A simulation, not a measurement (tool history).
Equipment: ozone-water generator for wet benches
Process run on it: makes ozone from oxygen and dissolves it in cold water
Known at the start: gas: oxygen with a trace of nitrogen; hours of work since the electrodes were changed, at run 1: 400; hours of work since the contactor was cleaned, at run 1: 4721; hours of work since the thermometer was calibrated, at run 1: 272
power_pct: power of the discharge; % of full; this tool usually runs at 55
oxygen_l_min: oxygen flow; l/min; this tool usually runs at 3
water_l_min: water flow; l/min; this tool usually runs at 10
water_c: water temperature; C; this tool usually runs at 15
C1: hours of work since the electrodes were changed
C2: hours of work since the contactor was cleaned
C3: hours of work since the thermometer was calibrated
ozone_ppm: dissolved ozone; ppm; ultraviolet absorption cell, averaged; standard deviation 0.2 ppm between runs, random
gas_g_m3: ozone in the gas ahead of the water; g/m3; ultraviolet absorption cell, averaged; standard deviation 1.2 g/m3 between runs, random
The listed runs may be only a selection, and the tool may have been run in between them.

Run 1, hour 0: usual settings; C1 400; C2 4721; C3 272. Result: ozone_ppm 27.5 ppm, gas_g_m3 209.6 g/m3.
Run 2, hour 43.4: usual settings; C1 427; C2 4749; C3 300. Result: ozone_ppm 27.5 ppm, gas_g_m3 209.1 g/m3.
Run 3, hour 87.7: usual settings; C1 456; C2 4777; C3 329. Result: ozone_ppm 27.6 ppm, gas_g_m3 210.1 g/m3.
Run 4, hour 115: usual settings; C1 473; C2 4795; C3 346. Result: ozone_ppm 27.6 ppm, gas_g_m3 208.8 g/m3.
Run 5, hour 166.1: usual settings; C1 506; C2 4827; C3 379. Result: ozone_ppm 27.7 ppm, gas_g_m3 207.9 g/m3.
Run 6, hour 221.2: usual settings but water_c 9 C; C1 541; C2 4862; C3 414. Result: ozone_ppm 30 ppm, gas_g_m3 207.5 g/m3.
Run 7, hour 267: usual settings but water_c 9 C; C1 570; C2 4892; C3 443. Result: ozone_ppm 29.6 ppm, gas_g_m3 207.8 g/m3.
Run 8, hour 305: usual settings but power_pct 42 % of full, water_c 9 C; C1 595; C2 4916; C3 468. Result: ozone_ppm 25 ppm, gas_g_m3 172.8 g/m3.
Run 9, hour 332.5: usual settings but power_pct 42 % of full, water_c 9 C; C1 612; C2 4934; C3 485. Result: ozone_ppm 24.5 ppm, gas_g_m3 172.2 g/m3.
Run 10, hour 365: usual settings but power_pct 42 % of full, water_l_min 8 l/min, water_c 9 C; C1 633; C2 4954; C3 506. Result: ozone_ppm 29.4 ppm, gas_g_m3 172.1 g/m3.
Run 11, hour 394: usual settings but power_pct 42 % of full, water_l_min 8 l/min, water_c 9 C; C1 652; C2 4973; C3 524. Result: ozone_ppm 29.9 ppm, gas_g_m3 174 g/m3.
Run 12, hour 450.1: usual settings but power_pct 42 % of full, water_l_min 8 l/min, water_c 9 C; C1 688; C2 5009; C3 560. Result: ozone_ppm 29.6 ppm, gas_g_m3 172.2 g/m3.
Run 13, hour 510.2: usual settings but water_l_min 14 l/min; C1 726; C2 5047; C3 599. Result: ozone_ppm 20.2 ppm, gas_g_m3 205.6 g/m3.
Run 14, hour 564.2: usual settings but water_l_min 14 l/min; C1 761; C2 5082; C3 633. Result: ozone_ppm 20.3 ppm, gas_g_m3 207.1 g/m3.
Run 15, hour 608.2: usual settings but water_l_min 14 l/min; C1 789; C2 5110; C3 661. Result: ozone_ppm 20.2 ppm, gas_g_m3 206.6 g/m3.
Run 16, hour 664: usual settings but water_l_min 14 l/min; C1 824; C2 5146; C3 697. Result: ozone_ppm 20.2 ppm, gas_g_m3 209.7 g/m3.
Run 17, hour 711.3: usual settings but water_l_min 14 l/min; C1 855; C2 5176; C3 727. Result: ozone_ppm 20.2 ppm, gas_g_m3 205.6 g/m3.
Run 18, hour 763.4: usual settings but water_l_min 14 l/min, water_c 12 C; C1 888; C2 5209; C3 761. Result: ozone_ppm 21 ppm, gas_g_m3 206.5 g/m3.
At hour 770.8: contactor cleaned.
Run 19, hour 795.1: usual settings but water_l_min 14 l/min, water_c 12 C; C1 906; C2 16; C3 778. Result: ozone_ppm 20.9 ppm, gas_g_m3 208.7 g/m3.
Run 20, hour 830.3: usual settings but oxygen_l_min 2.94 l/min, water_l_min 12 l/min, water_c 8 C; C1 928; C2 38; C3 801. Result: ozone_ppm 24.6 ppm, gas_g_m3 209.8 g/m3.
Run 21, hour 892.6: usual settings but power_pct 51 % of full, oxygen_l_min 5.19 l/min, water_l_min 12 l/min, water_c 8 C; C1 968; C2 78; C3 841. Result: ozone_ppm 23 ppm, gas_g_m3 136.8 g/m3.
Run 22, hour 926.5: usual settings but power_pct 51 % of full, oxygen_l_min 5.19 l/min, water_l_min 12 l/min, water_c 8 C; C1 990; C2 100; C3 862. Result: ozone_ppm 22.5 ppm, gas_g_m3 136.7 g/m3.
At hour 976.7: contactor cleaned, once more.
Run 23, hour 993.3: usual settings but power_pct 85 % of full, oxygen_l_min 1.7 l/min, water_l_min 14 l/min, water_c 18 C; C1 1030; C2 11; C3 903. Result: ozone_ppm 28.6 ppm, gas_g_m3 407.5 g/m3.
Run 24, hour 1025.8: usual settings but power_pct 61 % of full, oxygen_l_min 1.7 l/min, water_l_min 12 l/min, water_c 11 C; C1 1051; C2 31; C3 923. Result: ozone_ppm 27.6 ppm, gas_g_m3 322.8 g/m3.
Run 25, hour 1072.5: usual settings but oxygen_l_min 1.89 l/min, water_c 14 C; C1 1081; C2 61; C3 953. Result: ozone_ppm 29.8 ppm, gas_g_m3 277.4 g/m3.
Run 26, hour 1121.6: usual settings but oxygen_l_min 1.89 l/min, water_c 14 C; C1 1112; C2 93; C3 985. Result: ozone_ppm 30.3 ppm, gas_g_m3 280.6 g/m3.
Run 27, hour 1156.1: usual settings but oxygen_l_min 1.89 l/min, water_c 14 C; C1 1134; C2 115; C3 1007. Result: ozone_ppm 30.1 ppm, gas_g_m3 277.8 g/m3.
Run 28, hour 1191.3: usual settings but oxygen_l_min 1.89 l/min, water_c 14 C; C1 1157; C2 137; C3 1029. Result: ozone_ppm 29.8 ppm, gas_g_m3 280.7 g/m3.
Run 29, hour 1232.2: usual settings but power_pct 96 % of full, oxygen_l_min 3.27 l/min, water_c 13 C; C1 1183; C2 163; C3 1055. Result: ozone_ppm 43.4 ppm, gas_g_m3 289.7 g/m3.
Run 30, hour 1268.6: usual settings but power_pct 96 % of full, oxygen_l_min 3.27 l/min, water_c 13 C; C1 1206; C2 187; C3 1079. Result: ozone_ppm 43.3 ppm, gas_g_m3 286.9 g/m3.
Run 31, hour 1319.6: usual settings but power_pct 63 % of full, oxygen_l_min 3.27 l/min, water_c 13 C; C1 1239; C2 219; C3 1111. Result: ozone_ppm 32.3 ppm, gas_g_m3 214.7 g/m3.
Run 32, hour 1348.6: usual settings but water_l_min 12 l/min, water_c 21 C; C1 1257; C2 238; C3 1130. Result: ozone_ppm 22.6 ppm, gas_g_m3 205.1 g/m3.
Run 33, hour 1380.4: usual settings but oxygen_l_min 1.52 l/min, water_l_min 12 l/min, water_c 21 C; C1 1277; C2 258; C3 1150. Result: ozone_ppm 23.1 ppm, gas_g_m3 323.2 g/m3.

Alternative continuations, all from the tool just after run 33; predict every row:
Run A, hour 1429: usual settings but oxygen_l_min 1.52 l/min, water_l_min 14 l/min, water_c 21 C; C1 1309; C2 289; C3 1181. Result: ozone_ppm ?, gas_g_m3 ?.
Run B, hour 1429: usual settings but power_pct 43 % of full, oxygen_l_min 1.52 l/min, water_l_min 15 l/min, water_c 21 C; C1 1309; C2 289; C3 1181. Result: ozone_ppm ?, gas_g_m3 ?.
Run C, hour 1429: usual settings but oxygen_l_min 1.52 l/min, water_l_min 12 l/min, water_c 17 C; C1 1309; C2 289; C3 1181. Result: ozone_ppm ?, gas_g_m3 ?.
Run D, hour 1429: usual settings but power_pct 54 % of full, water_l_min 12 l/min; C1 1309; C2 289; C3 1181. Result: ozone_ppm ?, gas_g_m3 ?.

run  ozone_ppm  gas_g_m3
  A       19.9     324.9
  B       15.8     270.2
  C       24.5     323.8
  D       24.6     203.1
Had the tool no hidden state, the same runs would have come out as:
run  ozone_ppm  gas_g_m3
  A       20.3     329.9
  B       16.1     273.5
  C       25.1     328.9
  D       25.1     206.2
